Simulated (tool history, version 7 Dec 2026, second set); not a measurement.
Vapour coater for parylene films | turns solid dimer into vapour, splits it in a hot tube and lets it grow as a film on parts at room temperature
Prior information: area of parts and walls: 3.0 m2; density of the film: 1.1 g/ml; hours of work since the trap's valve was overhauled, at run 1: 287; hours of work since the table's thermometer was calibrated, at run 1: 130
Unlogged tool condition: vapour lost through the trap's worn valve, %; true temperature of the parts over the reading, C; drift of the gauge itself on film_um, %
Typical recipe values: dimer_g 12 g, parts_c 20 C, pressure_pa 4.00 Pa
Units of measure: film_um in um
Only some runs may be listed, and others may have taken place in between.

run	hour	dimer_g	parts_c	pressure_pa	hours of work since the trap's valve was overhauled	hours of work since the table's thermometer was calibrated	film_um
1	0.0	12	20	4.00	287	130	2.66
2	13.6	12	20	4.00	298	141	2.57
3	22.2	12	20	4.00	304	147	2.56
4	37.8	12	20	4.00	317	159	2.55
5	50.2	12	20	4.00	326	169	2.55
6	57.3	12	20	4.00	332	175	2.55
# hour 62.6: trap's valve overhauled
7	76.6	12	20	4.00	11	187	2.44
8	89.2	12	20	4.00	21	197	2.37
9	101.6	12	20	4.00	31	206	2.41
# hour 119.7: trap's valve overhauled, once more
10	119.9	19	29	2.22	0	218	3.36
11	127.9	17	20	8.05	6	224	3.64
12	134.7	13	20	8.05	12	229	2.85
13	142.5	12	25	5.06	18	235	2.20
14	155.6	12	25	5.06	28	245	2.17

Forecast run 15:
15	169.4	15	20	4.00	39	256	?

film_um: 3.49 um
Without the tool's hidden state the same run would have given film_um 3.52 um.
